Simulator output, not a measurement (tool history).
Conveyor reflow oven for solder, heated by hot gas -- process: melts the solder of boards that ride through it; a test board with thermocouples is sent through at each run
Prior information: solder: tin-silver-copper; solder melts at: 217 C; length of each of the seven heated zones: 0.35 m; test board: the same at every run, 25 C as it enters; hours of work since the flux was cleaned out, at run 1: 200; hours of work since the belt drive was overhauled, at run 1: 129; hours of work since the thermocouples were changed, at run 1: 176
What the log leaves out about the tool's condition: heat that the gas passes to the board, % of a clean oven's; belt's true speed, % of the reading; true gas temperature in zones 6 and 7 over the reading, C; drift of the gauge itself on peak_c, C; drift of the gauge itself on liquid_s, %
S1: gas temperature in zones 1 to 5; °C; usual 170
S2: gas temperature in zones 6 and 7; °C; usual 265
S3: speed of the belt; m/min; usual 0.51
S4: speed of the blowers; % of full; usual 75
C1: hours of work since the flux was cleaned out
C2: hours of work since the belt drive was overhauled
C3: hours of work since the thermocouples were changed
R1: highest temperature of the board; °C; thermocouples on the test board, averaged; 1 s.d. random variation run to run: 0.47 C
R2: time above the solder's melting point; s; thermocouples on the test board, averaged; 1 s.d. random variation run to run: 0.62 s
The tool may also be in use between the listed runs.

run   hour   S1   S2     S3  S4   C1   C2   C3     R1    R2
  1      0  170  265   0.51  75  200  129  176  249.7  58.7
  2   14.4  171  265   0.51  75  208  138  184  248.7  58.9
  3   29.4  171  265   0.51  64  217  146  193  246.6  54.4
  4   39.6  170  265   0.51  75  223  152  199  249.2  57.3
  5   47.1  170  265   0.51  75  227  157  203  249.3  57.8
  6   59.5  165  265   0.51  75  234  164  211  247.6  55.5
  7   67.8  170  265  0.436  67  239  169  215  251.3  71.2
  8   78.7  170  260  0.436  62  245  175  222  245.1  65.8
  9   85.8  170  265    0.6  81  250  179  226  244.9  45.2
      92.1  -- flux residue cleaned out of gas plates and filters
 10   98.6  170  259  0.593  75    4  184  230  237.7  37.1
 11  109.6  170  262   0.51  78   10  190  237    246  54.5
 12  116.7  183  262   0.51  78   14  194  241  247.4  61.9

Consider 4 possible next runs. They are alternatives, not a sequence: every one starts from the tool as it was left by run 12. What does each give?
  A  124.9  183  265  0.484  77  19  199  246   ?   ?
  B  124.9  170  265  0.416  75  19  199  246   ?   ?
  C  124.9  166  262   0.51  71  19  199  246   ?   ?
  D  124.9  183  255  0.504  78  19  199  246   ?   ?

run     R1    R2
  A    251    69
  B  252.4  76.6
  C  242.5  49.5
  D  241.9  57.2
What these runs would have given with no unlogged condition in the tool:
run     R1    R2
  A  254.5  72.5
  B  255.7  80.5
  C  246.8    55
  D  245.2  62.1
